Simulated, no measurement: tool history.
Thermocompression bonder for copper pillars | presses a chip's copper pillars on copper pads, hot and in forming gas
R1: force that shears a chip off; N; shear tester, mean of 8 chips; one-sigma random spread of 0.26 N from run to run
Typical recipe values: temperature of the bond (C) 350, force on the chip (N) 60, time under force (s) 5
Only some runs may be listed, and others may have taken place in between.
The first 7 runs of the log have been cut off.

At hour 58.3: forming gas filter changed.
Run 8, hour 68.6: usual settings but force on the chip (N) 78. Result: R1 70.4 N.
Run 9, hour 79.3: usual settings but force on the chip (N) 78. Result: R1 70.1 N.
Run 10, hour 91.1: usual settings but force on the chip (N) 78. Result: R1 70.2 N.
Run 11, hour 96.8: usual settings but force on the chip (N) 78. Result: R1 70.7 N.
Run 12, hour 107.9: usual settings but force on the chip (N) 78. Result: R1 70.3 N.
Run 13, hour 116.3: usual settings but force on the chip (N) 36. Result: R1 39.1 N.
Run 14, hour 124.3: usual settings but force on the chip (N) 36, time under force (s) 8. Result: R1 46.6 N.
Run 15, hour 135.8: usual settings. Result: R1 58.8 N.
Run 16, hour 145.8: usual settings. Result: R1 58.8 N.
Run 17, hour 158.5: usual settings. Result: R1 58.6 N.
Run 18, hour 170.2: usual settings. Result: R1 59.1 N.
Run 19, hour 176.5: usual settings but temperature of the bond (C) 351. Result: R1 58.7 N.
Run 20, hour 185.5: usual settings but temperature of the bond (C) 351. Result: R1 59.1 N.
Run 21, hour 197: usual settings but temperature of the bond (C) 351. Result: R1 59 N.
Run 22, hour 203.9: usual settings but temperature of the bond (C) 351. Result: R1 58.7 N.
Run 23, hour 211.7: usual settings but temperature of the bond (C) 327, force on the chip (N) 78. Result: R1 59.9 N.
Run 24, hour 223.7: usual settings but temperature of the bond (C) 372, force on the chip (N) 41, time under force (s) 11. Result: R1 66.9 N.
Run 25, hour 232.6: usual settings but temperature of the bond (C) 372, force on the chip (N) 48, time under force (s) 7. Result: R1 64.6 N.
Run 26, hour 244.2: usual settings but temperature of the bond (C) 368, force on the chip (N) 67, time under force (s) 4. Result: R1 66.6 N.
Run 27, hour 257: usual settings but temperature of the bond (C) 361. Result: R1 63.8 N.
Run 28, hour 262.3: usual settings but temperature of the bond (C) 361. Result: R1 63.2 N.
Run 29, hour 270.1: usual settings but force on the chip (N) 70. Result: R1 65.2 N.
Run 30, hour 276.7: usual settings but force on the chip (N) 43, time under force (s) 15. Result: R1 66.5 N.
Run 31, hour 285.4: usual settings but force on the chip (N) 43, time under force (s) 15. Result: R1 66.4 N.

What will run 32 give?
Run 32, hour 295.6: usual settings but force on the chip (N) 43, time under force (s) 15. Result: R1 ?.

{"run 32": {"R1": 66.4}}
If the tool had no hidden condition, the same run with the same run-to-run variation would have returned R1 66.5 N.
